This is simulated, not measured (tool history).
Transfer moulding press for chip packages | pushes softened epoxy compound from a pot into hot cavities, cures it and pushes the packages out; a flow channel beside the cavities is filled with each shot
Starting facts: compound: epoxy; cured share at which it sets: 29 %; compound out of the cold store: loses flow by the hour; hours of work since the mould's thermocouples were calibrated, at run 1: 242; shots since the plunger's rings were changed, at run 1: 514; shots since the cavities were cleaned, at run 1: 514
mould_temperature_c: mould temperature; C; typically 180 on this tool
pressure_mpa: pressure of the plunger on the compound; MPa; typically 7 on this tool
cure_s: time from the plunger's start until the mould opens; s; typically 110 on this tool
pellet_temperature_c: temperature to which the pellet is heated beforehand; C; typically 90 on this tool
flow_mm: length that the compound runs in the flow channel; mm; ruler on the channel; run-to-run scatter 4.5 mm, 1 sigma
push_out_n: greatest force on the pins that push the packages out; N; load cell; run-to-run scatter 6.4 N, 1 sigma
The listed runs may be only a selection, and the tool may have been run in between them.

run    day  mould_temperature_c  pressure_mpa  cure_s  pellet_temperature_c  hours of work since the mould's thermocouples were calibrated  shots since the plunger's rings were changed  shots since the cavities were cleaned  incoming compound's hours out of the cold store  flow_mm  push_out_n
  1      0                  180             7     110                    90                                                            242                                           514                                    514                                             28.4      718         344
  2  0.254                  185             7     110                    90                                                            245                                           571                                    571                                             41.9      657         292
      0.55  -- cavities cleaned with cleaning compound and waxed
  3  0.688                  178             7     110                    90                                                            250                                           656                                     32                                               46      672         292
  4  0.929                  180             7     110                    90                                                            254                                           711                                     87                                             40.1      674         279
  5  1.221                  180             7     110                    90                                                            258                                           778                                    154                                               44      668         293
  6  1.508                  180             7     110                    90                                                            262                                           844                                    220                                             14.4      740         309
  7  1.946                  180             7     110                    90                                                            268                                           943                                    319                                             26.1      710         340
  8  2.246                  180             7     110                    90                                                            272                                          1012                                    388                                             17.4      735         352
  9  2.604                  180             7     110                    93                                                            277                                          1093                                    469                                             40.5      671         327
 10  3.046                  181             7     110                    90                                                            283                                          1194                                    570                                             16.1      734         348
 11  3.271                  181          6.35     110                    90                                                            287                                          1244                                    620                                             24.4      674         355
     3.375  -- cavities cleaned with cleaning compound and waxed
 12  3.562                  184             7     110                    90                                                            290                                          1297                                     42                                             33.9      674         214
 13  4.033                  184             7     110                    90                                                            296                                          1404                                    149                                             13.9      722         231
 14  4.275                  180             7     110                    90                                                            300                                          1460                                    205                                             24.1      720         315
 15  4.517                  180             7     111                    90                                                            303                                          1514                                    259                                             46.5      663         316
 16  4.908                  180             7     111                    90                                                            309                                          1604                                    349                                             30.1      697         316
     5.175  -- mould's thermocouples calibrated
 17  5.396                  180             7     111                    90                                                              3                                          1696                                    441                                             35.7      683         334
 18  5.712                  180             7     111                   100                                                              8                                          1768                                    513                                             16.6      725         318
     6.279  -- cavities cleaned with cleaning compound and waxed
 19  6.279                  180          7.73      91                    96                                                             15                                          1883                                      0                                             37.3      705         355
 20  6.733                  183          5.57     110                    87                                                             21                                          1987                                    104                                             38.6      587         237
 21  7.092                  183          5.57     110                    87                                                             26                                          2068                                    185                                             46.8      576         257
 22  7.479                  183          5.57     110                    87                                                             31                                          2157                                    274                                             36.1      596         272
 23  7.946                  187          5.57     110                    87                                                             38                                          2263                                    380                                             42.3      567         256
 24  8.279                  187          5.57     110                    87                                                             43                                          2338                                    455                                             38.5      576         270
 25  8.642                  187          5.57     110                    87                                                             48                                          2421                                    538                                             29.4      590         277
     9.075  -- cavities cleaned with cleaning compound and waxed
 26  9.125                  188          5.61     110                    93                                                             54                                          2517                                     11                                             21.7      615         197
 27  9.475                  185          6.28     132                    90                                                             58                                          2597                                     91                                             17.9      659         205
 28  9.917                  185          6.28     132                    90                                                             65                                          2698                                    192                                             20.8      654         223

Below are 4 alternative next runs, each starting from the tool's condition after run 28. Predict each:
  A  10.279                  179          8.32     138                    90                                                             70                                          2781                                    275                                               40        ?           ?
  B  10.279                  174          6.28     132                    80                                                             70                                          2781                                    275                                             39.9        ?           ?
  C  10.279                  180             7     110                    89                                                             70                                          2781                                    275                                             40.7        ?           ?
  D  10.279                  180             7     110                    93                                                             70                                          2781                                    275                                             23.8        ?           ?

run  flow_mm  push_out_n
  A      720         249
  B      647         338
  C      656         313
  D      694         318
Without the tool's unlogged condition, the same runs would have read:
run  flow_mm  push_out_n
  A      749         196
  B      673         264
  C      682         246
  D      722         249
